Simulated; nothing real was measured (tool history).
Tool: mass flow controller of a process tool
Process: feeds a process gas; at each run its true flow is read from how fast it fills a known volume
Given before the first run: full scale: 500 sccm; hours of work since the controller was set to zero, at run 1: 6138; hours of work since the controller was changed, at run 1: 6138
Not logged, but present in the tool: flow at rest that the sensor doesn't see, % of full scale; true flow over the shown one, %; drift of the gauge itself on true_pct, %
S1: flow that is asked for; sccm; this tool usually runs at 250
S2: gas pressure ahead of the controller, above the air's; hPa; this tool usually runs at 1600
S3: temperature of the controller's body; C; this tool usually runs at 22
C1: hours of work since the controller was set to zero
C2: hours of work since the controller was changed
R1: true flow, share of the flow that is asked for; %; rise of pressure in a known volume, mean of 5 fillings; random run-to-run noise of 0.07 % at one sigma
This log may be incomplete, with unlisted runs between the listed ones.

| run | hour | S1 | S2 | S3 | C1 | C2 | R1 |
|---|---|---|---|---|---|---|---|
| 1 | 0.0 | 250 | 1600 | 22 | 6138 | 6138 | 98.61 |
| 2 | 443.8 | 250 | 1600 | 22 | 6292 | 6292 | 98.55 |
| 3 | 870.3 | 250 | 1600 | 22 | 6440 | 6440 | 98.54 |
| 4 | 1335.2 | 250 | 1600 | 22 | 6601 | 6601 | 98.71 |
| 5 | 1690.1 | 250 | 1600 | 22 | 6725 | 6725 | 98.55 |
| 6 | 2189.3 | 336 | 1600 | 22 | 6898 | 6898 | 98.46 |
| 7 | 2530.4 | 250 | 2330 | 22 | 7016 | 7016 | 97.89 |
| 8 | 2892.7 | 250 | 2330 | 22 | 7142 | 7142 | 98.05 |
| 9 | 3250.9 | 250 | 1600 | 22 | 7267 | 7267 | 98.53 |
| 10 | 3792.7 | 250 | 1600 | 22 | 7455 | 7455 | 98.48 |
| 11 | 4184.1 | 250 | 1600 | 22 | 7590 | 7590 | 98.48 |
| 12 | 4668.5 | 250 | 1600 | 21 | 7759 | 7759 | 98.41 |
| 13 | 5223.7 | 250 | 1600 | 21 | 7951 | 7951 | 98.35 |
| 14 | 5595.5 | 250 | 1600 | 21 | 8080 | 8080 | 98.53 |
| 15 | 6104.1 | 199 | 1460 | 20 | 8257 | 8257 | 98.88 |
| 16 | 6460.8 | 124 | 1460 | 28 | 8381 | 8381 | 101.30 |
| 17 | 6739.3 | 124 | 1460 | 28 | 8478 | 8478 | 101.28 |
|  | 6792.9 | controller's zero set anew |
| 18 | 6987.8 | 124 | 1460 | 28 | 68 | 8564 | 103.41 |
| 19 | 7314.2 | 473 | 1600 | 22 | 181 | 8677 | 99.21 |
| 20 | 7649.5 | 473 | 1600 | 22 | 297 | 8793 | 99.01 |
| 21 | 7893.4 | 221 | 1600 | 22 | 382 | 8878 | 99.76 |
|  | 8323.0 | controller's zero set anew, once more |
| 22 | 8323.0 | 113 | 2120 | 22 | 0 | 9027 | 94.05 |
| 23 | 8636.4 | 113 | 2120 | 22 | 109 | 9136 | 94.14 |
| 24 | 9043.7 | 224 | 1620 | 27 | 250 | 9277 | 95.58 |
| 25 | 9609.5 | 350 | 1580 | 24 | 447 | 9474 | 96.14 |
| 26 | 9882.4 | 474 | 2100 | 32 | 541 | 9568 | 97.21 |

Measured less the same run without the tool's hidden state. The same run-to-run variation is in both; the gauge's scatter may not be:
| run | R1 |
|---|---|
| 1 | +0.09 |
| 2 | +0.09 |
| 3 | +0.09 |
| 4 | +0.09 |
| 5 | +0.09 |
| 6 | -0.55 |
| 7 | +0.08 |
| 8 | +0.08 |
| 9 | +0.07 |
| 10 | +0.06 |
| 11 | +0.06 |
| 12 | +0.05 |
| 13 | +0.05 |
| 14 | +0.05 |
| 15 | +0.78 |
| 16 | +3.03 |
| 17 | +3.06 |
| 18 | +5.15 |
| 19 | -0.86 |
| 20 | -0.87 |
| 21 | +1.60 |
| 22 | -3.06 |
| 23 | -3.03 |
| 24 | -3.10 |
| 25 | -3.16 |
| 26 | -3.20 |

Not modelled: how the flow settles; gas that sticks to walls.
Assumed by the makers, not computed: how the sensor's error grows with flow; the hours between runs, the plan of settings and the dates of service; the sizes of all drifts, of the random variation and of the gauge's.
